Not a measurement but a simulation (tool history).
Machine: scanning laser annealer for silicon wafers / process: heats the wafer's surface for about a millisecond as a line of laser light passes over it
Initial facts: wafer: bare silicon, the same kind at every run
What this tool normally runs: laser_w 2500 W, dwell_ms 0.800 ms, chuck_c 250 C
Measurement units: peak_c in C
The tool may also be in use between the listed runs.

run 1 day=0.000 | laser_w=2500 dwell_ms=0.800 chuck_c=250 | peak_c=1011
run 2 day=0.254 | laser_w=2141 dwell_ms=0.800 chuck_c=250 | peak_c=885
run 3 day=0.642 | laser_w=2141 dwell_ms=0.800 chuck_c=250 | peak_c=886
run 4 day=1.050 | laser_w=2500 dwell_ms=0.800 chuck_c=250 | peak_c=1006
run 5 day=1.446 | laser_w=2500 dwell_ms=0.800 chuck_c=250 | peak_c=1013
run 6 day=1.746 | laser_w=2587 dwell_ms=0.800 chuck_c=250 | peak_c=1038
run 7 day=2.021 | laser_w=2587 dwell_ms=0.800 chuck_c=250 | peak_c=1038
run 8 day=2.258 | laser_w=2587 dwell_ms=0.800 chuck_c=250 | peak_c=1037
run 9 day=2.596 | laser_w=2500 dwell_ms=0.800 chuck_c=232 | peak_c=988
run 10 day=2.875 | laser_w=2408 dwell_ms=0.800 chuck_c=250 | peak_c=977
run 11 day=3.108 | laser_w=2500 dwell_ms=0.787 chuck_c=250 | peak_c=1004
run 12 day=3.429 | laser_w=2500 dwell_ms=0.599 chuck_c=250 | peak_c=897
run 13 day=3.792 | laser_w=2500 dwell_ms=0.800 chuck_c=250 | peak_c=1006
run 14 day=4.183 | laser_w=2500 dwell_ms=0.800 chuck_c=250 | peak_c=1005
run 15 day=4.412 | laser_w=2500 dwell_ms=0.800 chuck_c=250 | peak_c=1004
run 16 day=4.754 | laser_w=2500 dwell_ms=0.800 chuck_c=281 | peak_c=1039
run 17 day=5.175 | laser_w=2500 dwell_ms=0.800 chuck_c=281 | peak_c=1036
run 18 day=5.600 | laser_w=2490 dwell_ms=0.800 chuck_c=250 | peak_c=1003
run 19 day=6.062 | laser_w=2490 dwell_ms=0.800 chuck_c=250 | peak_c=1000
run 20 day=6.421 | laser_w=2500 dwell_ms=0.800 chuck_c=250 | peak_c=1006
run 21 day=6.742 | laser_w=2500 dwell_ms=0.800 chuck_c=250 | peak_c=1005
run 22 day=7.088 | laser_w=2500 dwell_ms=0.800 chuck_c=250 | peak_c=1005
run 23 day=7.475 | laser_w=2500 dwell_ms=0.800 chuck_c=250 | peak_c=1005
run 24 day=7.858 | laser_w=2568 dwell_ms=0.800 chuck_c=254 | peak_c=1030
run 25 day=8.142 | laser_w=2568 dwell_ms=0.652 chuck_c=261 | peak_c=956
run 26 day=8.579 | laser_w=2221 dwell_ms=0.863 chuck_c=213 | peak_c=900
run 27 day=8.967 | laser_w=2500 dwell_ms=0.834 chuck_c=263 | peak_c=1032
run 28 day=9.250 | laser_w=2500 dwell_ms=0.834 chuck_c=263 | peak_c=1031
-- day=9.375 window over the wafer cleaned
run 29 day=9.758 | laser_w=2500 dwell_ms=0.722 chuck_c=214 | peak_c=921
run 30 day=10.042 | laser_w=2132 dwell_ms=0.800 chuck_c=242 | peak_c=867
run 31 day=10.312 | laser_w=2132 dwell_ms=0.800 chuck_c=242 | peak_c=868
run 32 day=10.742 | laser_w=2132 dwell_ms=0.800 chuck_c=242 | peak_c=870
-- day=11.088 window over the wafer cleaned, once more
run 33 day=11.225 | laser_w=2132 dwell_ms=0.800 chuck_c=242 | peak_c=873
run 34 day=11.442 | laser_w=2317 dwell_ms=0.616 chuck_c=278 | peak_c=880
run 35 day=11.850 | laser_w=2317 dwell_ms=0.641 chuck_c=252 | peak_c=868
run 36 day=12.175 | laser_w=2722 dwell_ms=0.641 chuck_c=252 | peak_c=992
run 37 day=12.596 | laser_w=2722 dwell_ms=0.641 chuck_c=252 | peak_c=989
run 38 day=12.979 | laser_w=2576 dwell_ms=0.681 chuck_c=227 | peak_c=941
run 39 day=13.346 | laser_w=2576 dwell_ms=0.681 chuck_c=227 | peak_c=946
run 40 day=13.608 | laser_w=2576 dwell_ms=0.681 chuck_c=227 | peak_c=943
run 41 day=13.950 | laser_w=2576 dwell_ms=0.681 chuck_c=227 | peak_c=943
run 42 day=14.158 | laser_w=2576 dwell_ms=0.591 chuck_c=227 | peak_c=889

Here are 3 independent what-if runs from the current tool condition. What would each one return?
run A day=14.400 | laser_w=2194 dwell_ms=0.591 chuck_c=235 | peak_c=?
run B day=14.400 | laser_w=2403 dwell_ms=0.591 chuck_c=289 | peak_c=?
run C day=14.400 | laser_w=2171 dwell_ms=0.568 chuck_c=283 | peak_c=?

run=A peak_c=789
run=B peak_c=903
run=C peak_c=815
Without the tool's hidden state the same runs would have given:
run=A peak_c=795
run=B peak_c=910
run=C peak_c=821
